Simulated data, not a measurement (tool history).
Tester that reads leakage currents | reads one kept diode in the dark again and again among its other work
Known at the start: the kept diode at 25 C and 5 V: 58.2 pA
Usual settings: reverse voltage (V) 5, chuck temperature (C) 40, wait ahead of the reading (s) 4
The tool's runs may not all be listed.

run	hour	reverse voltage (V)	chuck temperature (C)	wait ahead of the reading (s)	current that the tester gives (pA)
1	0	5	40	4	184.63
2	41.6	5	40	4	184.73
3	66.1	5	40	4	183.46
4	91.7	5	40	4	183.98
5	110.7	5	40	4	182.31
6	147.3	5	40	7.95	182.68
7	184.7	5	40	7.95	183.07
8	223	5	40	7.95	181.26
9	259.6	5	40	4	181.25
# hour 303.7: probe card cleaned and baked
10	304	5	25	4	57.08
11	331.1	3.05	40	4	133.66
12	363.1	3.05	40	4	133.59

The next listed run, before its measurement:
# hour 368.1: tester calibrated
13	400.4	5	21	4	?

Run 13 gave current that the tester gives (pA) 41.29.
Without the tool's hidden state the same run would have given current that the tester gives (pA) 42.44.
